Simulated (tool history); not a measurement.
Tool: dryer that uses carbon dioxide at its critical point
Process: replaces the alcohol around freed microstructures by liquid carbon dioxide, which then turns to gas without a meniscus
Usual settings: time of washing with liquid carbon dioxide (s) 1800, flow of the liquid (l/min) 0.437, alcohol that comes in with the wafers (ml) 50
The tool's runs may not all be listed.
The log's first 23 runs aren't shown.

run	hour	time of washing with liquid carbon dioxide (s)	flow of the liquid (l/min)	alcohol that comes in with the wafers (ml)	hours of work since the filter was changed	hours of work since the purifier's bed was changed	alcohol left in the vessel before it's heated (ppm by volume)
24	952.1	1740	0.437	98	430	613	816
25	983.8	1860	0.389	66	451	634	706
26	1025.5	2520	0.357	88	478	661	457
27	1083.9	2820	0.493	48	516	699	221
28	1131.1	2700	0.281	33	547	730	453
# hour 1159.2: inlet filter changed
29	1188.1	2700	0.663	23	19	767	242
# hour 1201.1: purifier's bed changed
30	1246.5	2460	0.665	38	55	30	17
31	1288.6	1140	0.437	50	83	57	1209
32	1332.8	1740	0.432	50	112	86	276
33	1379.3	1080	0.432	50	142	117	1454
34	1419.1	1320	0.432	28	169	143	476
35	1461.2	2640	0.295	28	196	171	190
36	1501.8	1800	0.523	102	223	197	255
37	1544.4	1800	0.433	46	251	225	290
38	1593.1	1800	0.433	46	283	257	305
39	1632.5	1380	0.366	72	308	283	1922
40	1660.4	1380	0.366	72	327	301	1946
41	1717.7	1380	0.366	72	364	339	2029
42	1751.1	1140	0.437	26	386	361	825
43	1807.1	1980	0.403	65	423	397	451
44	1848.6	1980	0.707	65	450	425	143
45	1877.1	1980	0.341	65	469	443	815
46	1928.3	1980	0.687	65	502	477	162

4 ways to go on from here, each from the tool as it stands after run 46. What would each give?
A	1967.3	1800	0.437	43	528	502	?
B	1967.3	1500	0.303	22	528	502	?
C	1967.3	1800	0.484	98	528	502	?
D	1967.3	1800	0.387	97	528	502	?

run	alcohol left in the vessel before it's heated (ppm by volume)
A	410
B	999
C	513
D	1087
Without the tool's hidden state the same runs would have given:
run	alcohol left in the vessel before it's heated (ppm by volume)
A	165
B	650
C	219
D	624
